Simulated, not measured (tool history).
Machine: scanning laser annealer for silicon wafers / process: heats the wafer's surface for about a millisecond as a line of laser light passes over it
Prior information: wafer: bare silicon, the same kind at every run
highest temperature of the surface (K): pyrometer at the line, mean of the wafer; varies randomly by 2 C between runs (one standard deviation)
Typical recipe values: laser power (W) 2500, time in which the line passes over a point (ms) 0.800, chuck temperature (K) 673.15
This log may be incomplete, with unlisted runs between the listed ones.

run,hour,laser power (W),time in which the line passes over a point (ms),chuck temperature (K),highest temperature of the surface (K)
1,0.0,2500,0.800,673.15,1520.15
2,32.2,2571,0.800,673.15,1544.15
3,84.0,2500,0.800,700.15,1547.15
4,131.6,2500,0.685,673.15,1462.15
5,165.4,2500,0.685,673.15,1466.15
6,211.7,2500,0.685,673.15,1466.15
7,233.9,2500,0.800,673.15,1522.15
8,264.2,2500,0.800,673.15,1520.15
# hour 292.7: window over the wafer cleaned
9,311.8,2500,0.800,673.15,1520.15
10,358.5,2184,0.800,673.15,1415.15
11,394.8,2184,0.800,673.15,1421.15
12,437.7,2505,0.800,673.15,1524.15
13,473.6,2505,0.800,673.15,1522.15
14,497.4,2505,0.800,673.15,1523.15
15,539.2,2505,0.800,673.15,1527.15
16,575.2,2505,0.800,673.15,1522.15
17,597.8,2505,0.800,673.15,1523.15
18,645.6,2505,0.763,646.15,1479.15
19,682.3,2505,0.763,646.15,1477.15
20,728.0,2486,0.902,663.15,1551.15
21,756.7,2500,0.708,648.15,1451.15
22,789.8,2501,0.764,703.15,1533.15
23,835.5,2474,0.671,657.15,1434.15
24,857.8,2474,0.671,657.15,1431.15
25,894.9,2474,0.671,657.15,1433.15
26,917.7,2474,0.931,691.15,1587.15
27,952.5,2264,0.593,648.15,1319.15
28,987.4,2264,0.593,648.15,1318.15
29,1038.9,2700,0.649,637.15,1468.15
30,1089.8,2700,0.649,637.15,1469.15
31,1137.3,2700,0.649,637.15,1470.15
32,1163.2,2481,0.749,637.15,1454.15
33,1196.3,2481,0.749,636.15,1454.15

Here are 4 independent what-if runs from the current tool condition. What would each one return?
A,1230.3,2747,0.749,636.15,?
B,1230.3,2500,0.800,648.15,?
C,1230.3,2481,0.640,710.15,?
D,1230.3,2604,0.943,643.15,?

run,highest temperature of the surface (K)
A,1541.15
B,1497.15
C,1473.15
D,1594.15
Had the tool no hidden state, the same runs would have come out as:
run,highest temperature of the surface (K)
A,1543.15
B,1498.15
C,1474.15
D,1595.15

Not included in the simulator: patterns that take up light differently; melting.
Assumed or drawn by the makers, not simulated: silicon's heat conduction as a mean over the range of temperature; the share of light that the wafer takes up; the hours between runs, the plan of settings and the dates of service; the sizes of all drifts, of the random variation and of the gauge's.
